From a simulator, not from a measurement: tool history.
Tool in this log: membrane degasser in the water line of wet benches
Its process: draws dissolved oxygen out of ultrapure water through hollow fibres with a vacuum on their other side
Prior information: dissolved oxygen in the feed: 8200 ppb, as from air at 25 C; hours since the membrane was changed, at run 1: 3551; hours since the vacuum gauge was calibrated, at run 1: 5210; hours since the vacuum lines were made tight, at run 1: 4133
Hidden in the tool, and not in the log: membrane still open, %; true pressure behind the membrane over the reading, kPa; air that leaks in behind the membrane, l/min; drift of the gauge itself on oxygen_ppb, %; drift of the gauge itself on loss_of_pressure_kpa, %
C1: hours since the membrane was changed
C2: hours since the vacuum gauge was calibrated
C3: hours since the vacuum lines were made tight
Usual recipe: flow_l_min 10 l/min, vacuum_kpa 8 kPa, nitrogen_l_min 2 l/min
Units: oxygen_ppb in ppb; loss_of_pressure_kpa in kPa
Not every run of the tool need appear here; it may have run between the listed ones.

run 1 hour=0 | flow_l_min=10 vacuum_kpa=8 nitrogen_l_min=2 | C1=3551 C2=5210 C3=4133 | oxygen_ppb=95.2 loss_of_pressure_kpa=35.86
run 2 hour=139.8 | flow_l_min=12 vacuum_kpa=8 nitrogen_l_min=2 | C1=3690 C2=5350 C3=4273 | oxygen_ppb=130.2 loss_of_pressure_kpa=43.45
run 3 hour=250 | flow_l_min=10 vacuum_kpa=8 nitrogen_l_min=3.03 | C1=3801 C2=5460 C3=4383 | oxygen_ppb=75.1 loss_of_pressure_kpa=35.81
run 4 hour=368.2 | flow_l_min=14 vacuum_kpa=8 nitrogen_l_min=3.03 | C1=3919 C2=5578 C3=4501 | oxygen_ppb=145.8 loss_of_pressure_kpa=50.51
run 5 hour=556.7 | flow_l_min=10 vacuum_kpa=9.17 nitrogen_l_min=2 | C1=4107 C2=5767 C3=4690 | oxygen_ppb=109.1 loss_of_pressure_kpa=35.86
run 6 hour=750.8 | flow_l_min=10 vacuum_kpa=9.17 nitrogen_l_min=2 | C1=4301 C2=5961 C3=4884 | oxygen_ppb=108.2 loss_of_pressure_kpa=35.78
run 7 hour=955.1 | flow_l_min=12 vacuum_kpa=9.17 nitrogen_l_min=2 | C1=4506 C2=6165 C3=5088 | oxygen_ppb=148 loss_of_pressure_kpa=42.61
run 8 hour=1171.8 | flow_l_min=11 vacuum_kpa=8 nitrogen_l_min=2 | C1=4722 C2=6382 C3=5305 | oxygen_ppb=111.7 loss_of_pressure_kpa=38.46
run 9 hour=1285.7 | flow_l_min=11 vacuum_kpa=8 nitrogen_l_min=2 | C1=4836 C2=6496 C3=5419 | oxygen_ppb=111 loss_of_pressure_kpa=39.01
run 10 hour=1471.8 | flow_l_min=11 vacuum_kpa=5.25 nitrogen_l_min=2 | C1=5022 C2=6682 C3=5605 | oxygen_ppb=75.7 loss_of_pressure_kpa=39.05
run 11 hour=1590 | flow_l_min=11 vacuum_kpa=5.25 nitrogen_l_min=3.09 | C1=5141 C2=6800 C3=5723 | oxygen_ppb=66.9 loss_of_pressure_kpa=38.82
run 12 hour=1680.7 | flow_l_min=10 vacuum_kpa=13.98 nitrogen_l_min=1.08 | C1=5231 C2=6891 C3=5814 | oxygen_ppb=267.1 loss_of_pressure_kpa=35.29
run 13 hour=1796.3 | flow_l_min=6 vacuum_kpa=14.1 nitrogen_l_min=1.08 | C1=5347 C2=7007 C3=5930 | oxygen_ppb=151.3 loss_of_pressure_kpa=20.79
run 14 hour=2003.1 | flow_l_min=12 vacuum_kpa=7.58 nitrogen_l_min=1.33 | C1=5554 C2=7213 C3=6136 | oxygen_ppb=155.2 loss_of_pressure_kpa=42.2
run 15 hour=2116.9 | flow_l_min=10 vacuum_kpa=8 nitrogen_l_min=3.85 | C1=5667 C2=7327 C3=6250 | oxygen_ppb=68 loss_of_pressure_kpa=34.83
-- hour=2166 vacuum gauge calibrated
run 16 hour=2216 | flow_l_min=10 vacuum_kpa=8 nitrogen_l_min=3.85 | C1=5766 C2=50 C3=6349 | oxygen_ppb=67 loss_of_pressure_kpa=35.2
run 17 hour=2406.8 | flow_l_min=10 vacuum_kpa=7.34 nitrogen_l_min=2.9 | C1=5957 C2=241 C3=6540 | oxygen_ppb=72 loss_of_pressure_kpa=34.86
-- hour=2475.1 gauge calibrated
run 18 hour=2598.7 | flow_l_min=8 vacuum_kpa=6.27 nitrogen_l_min=2 | C1=6149 C2=433 C3=6731 | oxygen_ppb=48.1 loss_of_pressure_kpa=28.53
run 19 hour=2738.4 | flow_l_min=9 vacuum_kpa=9.09 nitrogen_l_min=2 | C1=6288 C2=572 C3=6871 | oxygen_ppb=90.8 loss_of_pressure_kpa=32.79
run 20 hour=2848.8 | flow_l_min=8 vacuum_kpa=11.57 nitrogen_l_min=1.1 | C1=6399 C2=683 C3=6982 | oxygen_ppb=159.6 loss_of_pressure_kpa=28.67
run 21 hour=2990.1 | flow_l_min=10 vacuum_kpa=8 nitrogen_l_min=3.85 | C1=6540 C2=824 C3=7123 | oxygen_ppb=69.4 loss_of_pressure_kpa=35.58

4 options for the next run, each taken on its own from the tool as it stands now. Forecast them:
run A hour=3094.4 | flow_l_min=8 vacuum_kpa=5.12 nitrogen_l_min=5.39 | C1=6644 C2=928 C3=7227 | oxygen_ppb=? loss_of_pressure_kpa=?
run B hour=3094.4 | flow_l_min=7 vacuum_kpa=5.38 nitrogen_l_min=2.6 | C1=6644 C2=928 C3=7227 | oxygen_ppb=? loss_of_pressure_kpa=?
run C hour=3094.4 | flow_l_min=8 vacuum_kpa=5.86 nitrogen_l_min=4.3 | C1=6644 C2=928 C3=7227 | oxygen_ppb=? loss_of_pressure_kpa=?
run D hour=3094.4 | flow_l_min=8 vacuum_kpa=5.7 nitrogen_l_min=3.93 | C1=6644 C2=928 C3=7227 | oxygen_ppb=? loss_of_pressure_kpa=?

run=A oxygen_ppb=25.4 loss_of_pressure_kpa=28.43
run=B oxygen_ppb=24.9 loss_of_pressure_kpa=24.94
run=C oxygen_ppb=30.1 loss_of_pressure_kpa=28.18
run=D oxygen_ppb=29.7 loss_of_pressure_kpa=28.4
Had the tool no hidden state, the same runs would have come out as:
run=A oxygen_ppb=25.3 loss_of_pressure_kpa=28.62
run=B oxygen_ppb=24.8 loss_of_pressure_kpa=25.11
run=C oxygen_ppb=30 loss_of_pressure_kpa=28.37
run=D oxygen_ppb=29.6 loss_of_pressure_kpa=28.59

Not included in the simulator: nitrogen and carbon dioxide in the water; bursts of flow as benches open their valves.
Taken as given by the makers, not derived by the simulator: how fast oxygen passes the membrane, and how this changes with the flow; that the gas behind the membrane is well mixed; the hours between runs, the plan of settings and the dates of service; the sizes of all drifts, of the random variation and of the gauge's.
